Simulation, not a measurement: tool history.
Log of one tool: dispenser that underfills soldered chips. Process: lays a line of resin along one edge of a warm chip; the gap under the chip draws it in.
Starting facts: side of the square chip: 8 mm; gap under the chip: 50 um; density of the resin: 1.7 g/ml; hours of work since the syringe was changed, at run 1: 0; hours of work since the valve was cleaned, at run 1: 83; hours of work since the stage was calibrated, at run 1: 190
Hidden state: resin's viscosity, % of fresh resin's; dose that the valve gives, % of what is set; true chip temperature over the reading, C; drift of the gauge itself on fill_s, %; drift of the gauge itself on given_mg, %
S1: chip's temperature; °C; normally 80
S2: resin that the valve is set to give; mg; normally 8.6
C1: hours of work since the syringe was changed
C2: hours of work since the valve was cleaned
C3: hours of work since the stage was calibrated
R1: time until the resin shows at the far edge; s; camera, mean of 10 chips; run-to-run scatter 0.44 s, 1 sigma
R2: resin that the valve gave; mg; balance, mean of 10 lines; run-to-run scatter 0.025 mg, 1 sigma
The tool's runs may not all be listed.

run 1 hour=0 | S1=80 S2=8.6 | C1=0 C2=83 C3=190 | R1=32.9 R2=8.24
run 2 hour=5.6 | S1=80 S2=8.6 | C1=3 C2=86 C3=194 | R1=37.8 R2=8.24
run 3 hour=10.2 | S1=94 S2=8.6 | C1=6 C2=89 C3=196 | R1=29.7 R2=8.25
-- hour=15 dispensing valve cleaned and set on the balance
run 4 hour=15.3 | S1=80 S2=10.37 | C1=9 C2=0 C3=199 | R1=48.6 R2=10.35
-- hour=18.3 new syringe of resin
run 5 hour=20.6 | S1=80 S2=10.37 | C1=1 C2=3 C3=202 | R1=33 R2=10.31
run 6 hour=25.6 | S1=71 S2=10.07 | C1=4 C2=6 C3=205 | R1=50 R2=10
run 7 hour=32.2 | S1=71 S2=10.07 | C1=8 C2=10 C3=209 | R1=59.4 R2=10.04
-- hour=35.8 new syringe of resin
run 8 hour=37.7 | S1=70 S2=9.91 | C1=1 C2=13 C3=212 | R1=45.5 R2=9.83

Run 9 has not been measured yet. What should we expect?
run 9 hour=43.2 | S1=70 S2=9.91 | C1=4 C2=17 C3=215 | R1=? R2=?

{"run 9": {"R1": 53.3, "R2": 9.84}}
On a tool with no hidden condition, and with the same random variation, this run would have come out at R1 44.8 s, R2 9.94 mg.
